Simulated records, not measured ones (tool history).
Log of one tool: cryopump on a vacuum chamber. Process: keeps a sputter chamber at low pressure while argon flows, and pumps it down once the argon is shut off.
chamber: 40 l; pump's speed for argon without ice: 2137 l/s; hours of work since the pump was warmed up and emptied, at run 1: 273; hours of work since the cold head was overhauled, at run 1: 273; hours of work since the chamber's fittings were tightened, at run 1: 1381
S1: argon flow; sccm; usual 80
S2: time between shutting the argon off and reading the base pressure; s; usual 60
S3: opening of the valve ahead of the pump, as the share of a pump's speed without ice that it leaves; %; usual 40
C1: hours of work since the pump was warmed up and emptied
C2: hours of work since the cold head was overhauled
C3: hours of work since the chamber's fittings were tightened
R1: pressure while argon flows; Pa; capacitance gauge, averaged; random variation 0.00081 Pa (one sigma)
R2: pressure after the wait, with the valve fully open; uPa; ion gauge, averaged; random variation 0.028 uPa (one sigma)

{"run": 1, "day": 0.0, "S1": 80, "S2": 60, "S3": 40, "C1": 273, "C2": 273, "C3": 1381, "R1": 0.1632, "R2": 1.77}
{"run": 2, "day": 1.888, "S1": 80, "S2": 132, "S3": 40, "C1": 296, "C2": 296, "C3": 1403, "R1": 0.1647, "R2": 1.17}
{"run": 3, "day": 4.562, "S1": 80, "S2": 132, "S3": 40, "C1": 327, "C2": 327, "C3": 1435, "R1": 0.1646, "R2": 1.18}
{"run": 4, "day": 7.188, "S1": 141, "S2": 60, "S3": 40, "C1": 358, "C2": 358, "C3": 1466, "R1": 0.2882, "R2": 1.85}
{"run": 5, "day": 8.442, "S1": 80, "S2": 60, "S3": 41, "C1": 373, "C2": 373, "C3": 1481, "R1": 0.1611, "R2": 1.87}
{"run": 6, "day": 10.638, "S1": 43, "S2": 60, "S3": 41, "C1": 399, "C2": 399, "C3": 1507, "R1": 0.0879, "R2": 1.82}
{"run": 7, "day": 12.729, "S1": 43, "S2": 60, "S3": 41, "C1": 424, "C2": 424, "C3": 1531, "R1": 0.088, "R2": 1.84}
{"run": 8, "day": 14.908, "S1": 43, "S2": 60, "S3": 41, "C1": 449, "C2": 449, "C3": 1557, "R1": 0.0877, "R2": 1.9}
{"run": 9, "day": 16.183, "S1": 43, "S2": 60, "S3": 41, "C1": 464, "C2": 464, "C3": 1572, "R1": 0.0875, "R2": 1.91}
{"run": 10, "day": 18.962, "S1": 43, "S2": 60, "S3": 41, "C1": 497, "C2": 497, "C3": 1605, "R1": 0.0885, "R2": 1.89}
{"run": 11, "day": 20.833, "S1": 43, "S2": 60, "S3": 41, "C1": 519, "C2": 519, "C3": 1627, "R1": 0.0883, "R2": 1.96}
{"run": 12, "day": 22.808, "S1": 43, "S2": 66, "S3": 41, "C1": 543, "C2": 543, "C3": 1650, "R1": 0.089, "R2": 1.87}
{"run": 13, "day": 25.738, "S1": 43, "S2": 66, "S3": 41, "C1": 577, "C2": 577, "C3": 1685, "R1": 0.0894, "R2": 1.85}
{"run": 14, "day": 27.85, "S1": 80, "S2": 60, "S3": 40, "C1": 602, "C2": 602, "C3": 1710, "R1": 0.1701, "R2": 1.98}
{"run": 15, "day": 30.2, "S1": 80, "S2": 60, "S3": 40, "C1": 630, "C2": 630, "C3": 1737, "R1": 0.1693, "R2": 1.99}
{"run": 16, "day": 31.583, "S1": 80, "S2": 60, "S3": 40, "C1": 646, "C2": 646, "C3": 1754, "R1": 0.1728, "R2": 1.97}
{"run": 17, "day": 34.233, "S1": 80, "S2": 59, "S3": 40, "C1": 677, "C2": 677, "C3": 1785, "R1": 0.1714, "R2": 2.06}
{"run": 18, "day": 36.638, "S1": 80, "S2": 59, "S3": 40, "C1": 706, "C2": 706, "C3": 1813, "R1": 0.1722, "R2": 2.03}
{"run": 19, "day": 38.133, "S1": 38, "S2": 189, "S3": 59, "C1": 723, "C2": 723, "C3": 1831, "R1": 0.0583, "R2": 1.25}
{"run": 20, "day": 39.588, "S1": 42, "S2": 131, "S3": 59, "C1": 741, "C2": 741, "C3": 1848, "R1": 0.0635, "R2": 1.48}
{"run": 21, "day": 42.071, "S1": 80, "S2": 33, "S3": 34, "C1": 770, "C2": 770, "C3": 1878, "R1": 0.2031, "R2": 2.97}
{"run": 22, "day": 43.938, "S1": 80, "S2": 33, "S3": 34, "C1": 792, "C2": 792, "C3": 1900, "R1": 0.2015, "R2": 2.99}
{"run": 23, "day": 46.192, "S1": 99, "S2": 192, "S3": 23, "C1": 818, "C2": 818, "C3": 1926, "R1": 0.3615, "R2": 1.23}
{"run": 24, "day": 48.529, "S1": 80, "S2": 33, "S3": 40, "C1": 846, "C2": 846, "C3": 1954, "R1": 0.1751, "R2": 3.09}
{"run": 25, "day": 50.558, "S1": 58, "S2": 170, "S3": 36, "C1": 870, "C2": 870, "C3": 1978, "R1": 0.141, "R2": 1.41}
{"run": 26, "day": 52.488, "S1": 58, "S2": 116, "S3": 30, "C1": 893, "C2": 893, "C3": 2000, "R1": 0.1671, "R2": 1.61}
{"run": 27, "day": 53.712, "S1": 46, "S2": 255, "S3": 38, "C1": 907, "C2": 907, "C3": 2015, "R1": 0.1062, "R2": 1.25}
{"run": 28, "day": 55.7, "S1": 36, "S2": 213, "S3": 38, "C1": 931, "C2": 931, "C3": 2038, "R1": 0.0848, "R2": 1.35}
{"run": 29, "day": 57.988, "S1": 66, "S2": 75, "S3": 27, "C1": 958, "C2": 958, "C3": 2065, "R1": 0.21, "R2": 2.0}
{"run": 30, "day": 59.838, "S1": 64, "S2": 117, "S3": 42, "C1": 979, "C2": 979, "C3": 2087, "R1": 0.1369, "R2": 1.68}
{"run": 31, "day": 62.238, "S1": 80, "S2": 227, "S3": 18, "C1": 1008, "C2": 1008, "C3": 2116, "R1": 0.3745, "R2": 1.41}
{"run": 32, "day": 63.633, "S1": 92, "S2": 227, "S3": 15, "C1": 1024, "C2": 1024, "C3": 2132, "R1": 0.5144, "R2": 1.39}
{"run": 33, "day": 65.321, "S1": 78, "S2": 37, "S3": 19, "C1": 1044, "C2": 1044, "C3": 2152, "R1": 0.3472, "R2": 2.97}
{"run": 34, "day": 67.125, "S1": 78, "S2": 37, "S3": 19, "C1": 1066, "C2": 1066, "C3": 2173, "R1": 0.3482, "R2": 3.04}
{"run": 35, "day": 69.954, "S1": 35, "S2": 193, "S3": 24, "C1": 1099, "C2": 1099, "C3": 2207, "R1": 0.1261, "R2": 1.46}

Hidden state or all else? Some run-to-run changes of R1, split into what the settings, what came in and random variation would give without the hidden state, and what is left for the hidden state (with any gauge scatter that isn't in both results):
The hidden state here: pump's speed, % of a pump's without ice; cold plate's temperature, K; leak into the chamber, uPa l/s; drift of the gauge itself on working_pa, %; drift of the gauge itself on base_upa, %.
Run 20 -> 21: S1 42 -> 80, S2 131 -> 33, S3 59 -> 34. R1 +0.1396 Pa: hidden state +0.0078, all else +0.1318.
Run 23 -> 24: S1 99 -> 80, S2 192 -> 33, S3 23 -> 40. R1 -0.1864 Pa: hidden state -0.0033, all else -0.1831.
Run 28 -> 29: S1 36 -> 66, S2 213 -> 75, S3 38 -> 27. R1 +0.1252 Pa: hidden state +0.0079, all else +0.1173.
Run 30 -> 31: S1 64 -> 80, S2 117 -> 227, S3 42 -> 18. R1 +0.2376 Pa: hidden state +0.0051, all else +0.2325.
Run 34 -> 35: S1 78 -> 35, S2 37 -> 193, S3 19 -> 24. R1 -0.2221 Pa: hidden state -0.0122, all else -0.2099.

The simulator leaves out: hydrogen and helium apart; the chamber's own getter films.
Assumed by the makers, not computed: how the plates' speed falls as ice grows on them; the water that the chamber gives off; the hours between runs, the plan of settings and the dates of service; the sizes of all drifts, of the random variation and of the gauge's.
